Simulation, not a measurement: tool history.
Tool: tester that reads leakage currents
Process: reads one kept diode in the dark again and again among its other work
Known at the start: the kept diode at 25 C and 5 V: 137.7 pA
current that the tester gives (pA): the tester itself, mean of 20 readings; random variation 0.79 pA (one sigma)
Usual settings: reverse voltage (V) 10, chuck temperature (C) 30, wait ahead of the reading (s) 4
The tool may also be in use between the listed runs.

run	day	reverse voltage (V)	chuck temperature (C)	wait ahead of the reading (s)	current that the tester gives (pA)
1	0	10	30	4	290.54
2	1.958	10	23	4	172.65
3	3.112	10	23	4	172.14
4	4.071	10	23	4	172.5
5	5.162	10	23	4	172.33
6	6.046	12.6	30	4	318
7	7.688	10	30	4	291.5
8	9.083	10	30	4	290.79
9	10.621	10	30	4	292.43
10	11.517	10	30	4	292.8
11	12.5	10	30	4	293
12	13.412	10	30	4	292.34
# day 13.646: tester calibrated
13	14.983	10	30	4	294.01
# day 16.804: tester calibrated, once more
14	16.846	10	30	4	291.91
15	18.508	10	35	4	422.24
16	19.833	10	30	1.11	291.87
17	21.754	10	30	1.11	292.95
18	23.196	10	30	1.11	293.99
19	24.1	10	30	4.37	294.08
20	25.096	4.6	30	4.37	217.82
21	25.95	14.2	53	0.47	1693.04
22	26.754	10	54	0.54	1597.46
23	27.721	10	54	0.54	1600.2
24	28.879	2.7	30	0.58	178.85
25	30.592	3.6	30	0.58	199.7
26	31.458	4.9	21	3.67	112.6
27	32.404	10	30	1.16	294.65
28	34.079	3.3	30	1.16	192.8
# day 34.625: probe card cleaned and baked
29	35.408	10	33	4	352.84
30	37.367	19.8	32	4	418.59
31	38.246	7.9	24	4	159.01
32	39.346	3.5	44	7.44	546.91
33	40.879	3.5	44	7.44	549
34	42.3	3.5	44	7.44	544.85
35	43.154	6.5	36	0.37	380.75
36	44.221	6.5	36	0.37	382.13
37	45.529	17.5	36	0.63	544.75
38	46.371	17.5	36	0.63	542.02
39	47.862	17.5	36	0.63	543.82

Forecast each of these 4 alternatives for the next run:
A	49.308	17.5	42	1.05	?
B	49.308	10.2	41	9.3	?
C	49.308	17.8	30	0.63	?
D	49.308	1.8	47	4	?

run	current that the tester gives (pA)
A	844.01
B	648.73
C	347.72
D	532.87
Without the tool's hidden state the same runs would have given:
run	current that the tester gives (pA)
A	793.62
B	609.97
C	324.68
D	502.64

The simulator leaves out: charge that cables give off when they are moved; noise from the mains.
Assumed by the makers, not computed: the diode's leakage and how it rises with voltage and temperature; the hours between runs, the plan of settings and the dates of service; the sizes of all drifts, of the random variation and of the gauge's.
